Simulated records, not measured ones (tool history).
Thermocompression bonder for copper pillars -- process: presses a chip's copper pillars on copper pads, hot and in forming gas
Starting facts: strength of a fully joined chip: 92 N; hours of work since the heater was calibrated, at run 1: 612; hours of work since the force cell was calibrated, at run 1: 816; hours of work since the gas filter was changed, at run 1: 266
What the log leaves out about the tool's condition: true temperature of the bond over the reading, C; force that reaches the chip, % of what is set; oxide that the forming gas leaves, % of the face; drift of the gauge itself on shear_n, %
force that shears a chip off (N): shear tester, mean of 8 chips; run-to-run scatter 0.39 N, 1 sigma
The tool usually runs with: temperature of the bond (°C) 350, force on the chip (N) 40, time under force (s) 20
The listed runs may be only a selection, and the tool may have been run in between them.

run	hour	temperature of the bond (°C)	force on the chip (N)	time under force (s)	hours of work since the heater was calibrated	hours of work since the force cell was calibrated	hours of work since the gas filter was changed	force that shears a chip off (N)
1	0	350	40	20	612	816	266	51.4
2	44.2	350	40	20	645	849	299	51.1
3	74.8	350	40	20	668	872	322	50.2
4	124.3	350	40	21	705	909	359	52
5	166.2	365	40	20	736	940	390	56.2
6	199.4	364	40	20	761	965	415	55.2
7	222.9	364	40	20	779	982	433	55.5
# hour 263.5: forming gas filter changed
8	268	344	40	20	812	1016	3	50.3
9	301.6	344	40	20	837	1041	28	49.5
10	342	344	40	20	867	1071	59	50.2
11	374.6	344	40	20	892	1095	83	49.6
12	413.3	344	40	20	921	1124	112	49.5
13	442.3	344	40	20	942	1146	133	49.2
14	485.6	344	40	20	974	1178	166	49.1
15	508.7	350	27	20	992	1195	183	38
16	556.1	363	27	20	1027	1231	218	42.6
17	586.3	350	32	20	1050	1253	241	43.3
18	632.8	350	41	20	1084	1288	276	51.6
19	675.6	350	41	20	1116	1320	308	52.1
20	708.8	350	40	20	1141	1345	332	50.8
21	750.7	350	40	20	1172	1376	364	49.8
# hour 767.1: force cell calibrated
22	781.3	365	34	12	1194	11	386	43.6
23	820.3	365	34	46	1223	40	415	65.4
24	855.1	325	51	23	1249	66	441	53.2
# hour 883.8: forming gas filter changed
25	892.9	325	30	16	1277	94	7	33.1
26	930.6	325	30	52	1305	122	35	49.7
27	977.1	325	30	52	1340	156	70	49.8
28	1001.2	357	44	20	1358	174	88	60.6
29	1048.1	357	44	20	1393	209	123	60
30	1079.9	357	44	20	1417	233	146	59

Expected results for the next run?
31	1109.8	357	44	20	1439	256	169	?

{"run 31": {"force that shears a chip off (N)": 59.5}}
Were there no unlogged condition in the tool, this run, its random variation unchanged, would have produced force that shears a chip off (N) 58.7.
